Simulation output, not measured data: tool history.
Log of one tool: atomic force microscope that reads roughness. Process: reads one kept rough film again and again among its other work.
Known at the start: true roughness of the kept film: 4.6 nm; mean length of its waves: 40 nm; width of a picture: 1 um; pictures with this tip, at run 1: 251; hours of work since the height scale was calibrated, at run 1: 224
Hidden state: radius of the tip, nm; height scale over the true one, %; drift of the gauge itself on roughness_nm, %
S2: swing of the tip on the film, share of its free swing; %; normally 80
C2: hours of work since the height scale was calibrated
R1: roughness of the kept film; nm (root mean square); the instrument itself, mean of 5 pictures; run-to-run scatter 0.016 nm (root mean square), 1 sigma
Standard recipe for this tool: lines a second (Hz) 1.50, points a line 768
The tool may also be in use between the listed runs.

Run 1, hour 0.0: usual settings; pictures with this tip 251; C2 224. Result: R1 2.915 nm (root mean square).
At hour 9.3: new tip fitted.
Run 2, hour 31.3: usual settings; pictures with this tip 27; C2 246. Result: R1 3.716 nm (root mean square).
Run 3, hour 57.6: usual settings but points a line 779; pictures with this tip 59; C2 264. Result: R1 3.585 nm (root mean square).
Run 4, hour 90.6: usual settings; pictures with this tip 100; C2 288. Result: R1 3.402 nm (root mean square).
Run 5, hour 120.7: usual settings; pictures with this tip 138; C2 309. Result: R1 3.295 nm (root mean square).
Run 6, hour 161.1: usual settings; pictures with this tip 188; C2 338. Result: R1 3.149 nm (root mean square).
Run 7, hour 185.5: usual settings but S2 82 %; pictures with this tip 218; C2 355. Result: R1 3.011 nm (root mean square).
At hour 219.3: new tip fitted.
Run 8, hour 221.0: usual settings but S2 82 %; pictures with this tip 2; C2 380. Result: R1 3.817 nm (root mean square).
At hour 225.3: height scale calibrated on a step standard.
Run 9, hour 248.1: usual settings but S2 82 %; pictures with this tip 34; C2 16. Result: R1 3.678 nm (root mean square).
Run 10, hour 282.2: usual settings but S2 82 %; pictures with this tip 76; C2 40. Result: R1 3.484 nm (root mean square).
Run 11, hour 313.8: usual settings but S2 82 %; pictures with this tip 115; C2 63. Result: R1 3.371 nm (root mean square).
Run 12, hour 338.6: usual settings but S2 82 %, points a line 982; pictures with this tip 146; C2 80. Result: R1 3.243 nm (root mean square).
Run 13, hour 372.7: usual settings but S2 64 %; pictures with this tip 189; C2 104. Result: R1 3.208 nm (root mean square).
Run 14, hour 397.3: usual settings but lines a second (Hz) 0.53, S2 70 %, points a line 1010; pictures with this tip 219; C2 122. Result: R1 3.187 nm (root mean square).

Here are 5 independent what-if runs from the current tool condition. What would each one return?
At hour 409.2: height scale calibrated on a step standard, once more.
At hour 434.0: new tip fitted.
Run A, hour 444.3: usual settings but lines a second (Hz) 0.53, S2 61 %, points a line 355; pictures with this tip 13; C2 24. Result: R1 ?.
At hour 409.2: height scale calibrated on a step standard, once more.
At hour 434.0: new tip fitted.
Run B, hour 444.3: usual settings but lines a second (Hz) 1.04, S2 55 %, points a line 773; pictures with this tip 13; C2 24. Result: R1 ?.
At hour 409.2: height scale calibrated on a step standard, once more.
At hour 434.0: new tip fitted.
Run C, hour 444.3: usual settings but lines a second (Hz) 2.38, S2 64 %, points a line 328; pictures with this tip 13; C2 24. Result: R1 ?.
At hour 409.2: height scale calibrated on a step standard, once more.
At hour 434.0: new tip fitted.
Run D, hour 444.3: usual settings but lines a second (Hz) 0.53, S2 70 %, points a line 584; pictures with this tip 13; C2 24. Result: R1 ?.
At hour 409.2: height scale calibrated on a step standard, once more.
At hour 434.0: new tip fitted.
Run E, hour 444.3: usual settings but lines a second (Hz) 0.86, S2 59 %, points a line 512; pictures with this tip 13; C2 24. Result: R1 ?.

run     R1
  A  4.033
  B  4.020
  C  3.815
  D  4.009
  E  3.998
Take away the tool's hidden state, keep each run's random variation, and the runs would have read:
run     R1
  A  4.103
  B  4.090
  C  3.882
  D  4.079
  E  4.068

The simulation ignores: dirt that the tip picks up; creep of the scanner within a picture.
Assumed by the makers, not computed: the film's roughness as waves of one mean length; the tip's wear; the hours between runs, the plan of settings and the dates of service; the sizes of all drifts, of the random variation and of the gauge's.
